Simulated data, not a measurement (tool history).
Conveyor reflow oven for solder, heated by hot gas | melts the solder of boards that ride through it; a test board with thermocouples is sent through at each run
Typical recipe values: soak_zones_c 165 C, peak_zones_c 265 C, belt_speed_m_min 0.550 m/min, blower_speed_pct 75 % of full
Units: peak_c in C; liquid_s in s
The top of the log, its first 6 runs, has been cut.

run	hour	soak_zones_c	peak_zones_c	belt_speed_m_min	blower_speed_pct	hours of work since the flux was cleaned out	hours of work since the belt drive was overhauled	hours of work since the thermocouples were changed	peak_c	liquid_s
7	72.9	165	265	0.550	75	257	374	257	252.6	55.8
8	87.4	165	265	0.550	75	267	384	267	252.6	55.6
9	99.0	165	265	0.550	75	275	392	275	252.6	56.1
# hour 116.3: flux residue cleaned out of gas plates and filters
10	116.3	165	265	0.550	75	0	400	284	252.7	55.7
11	134.1	165	265	0.550	75	12	412	296	252.5	56.0
12	142.4	165	265	0.550	75	18	418	301	252.7	55.8
13	161.0	165	265	0.550	85	30	431	314	254.3	57.6
14	169.5	165	265	0.463	85	36	436	320	258.0	72.8
15	177.4	165	265	0.463	85	42	442	325	258.0	72.5
16	189.9	165	279	0.463	85	50	450	334	271.6	79.4
17	204.4	165	279	0.463	85	60	460	344	271.6	79.3
18	214.0	154	268	0.559	51	67	467	350	247.0	45.4
19	231.1	175	265	0.593	75	78	478	362	252.2	53.7
20	242.1	165	258	0.550	75	86	486	369	246.3	51.4
21	252.1	165	258	0.550	75	93	493	376	246.6	51.3
22	263.8	165	258	0.550	80	100	501	384	247.0	52.3
23	274.7	167	265	0.550	75	108	508	392	252.8	56.8
24	284.4	166	261	0.619	75	115	515	398	245.9	44.5
25	294.5	166	261	0.619	75	121	522	405	245.8	44.2
26	309.0	166	261	0.619	75	131	531	415	245.7	44.3
27	326.5	165	280	0.632	75	143	543	427	262.0	52.3
28	344.4	165	280	0.632	75	155	556	439	261.6	52.6
29	360.8	165	265	0.632	57	167	567	450	243.9	39.9
30	374.3	165	253	0.590	75	176	576	459	239.8	41.8

Alternative continuations, all from the tool just after run 30; predict every row:
A	388.7	174	253	0.458	75	186	586	469	?	?
B	388.7	159	271	0.578	75	186	586	469	?	?
C	388.7	165	272	0.550	75	186	586	469	?	?

run	peak_c	liquid_s
A	246.4	68.4
B	255.7	52.9
C	259.4	59.7
Had the tool no hidden state, the same runs would have come out as:
run	peak_c	liquid_s
A	246.4	68.4
B	255.8	52.9
C	259.4	59.7
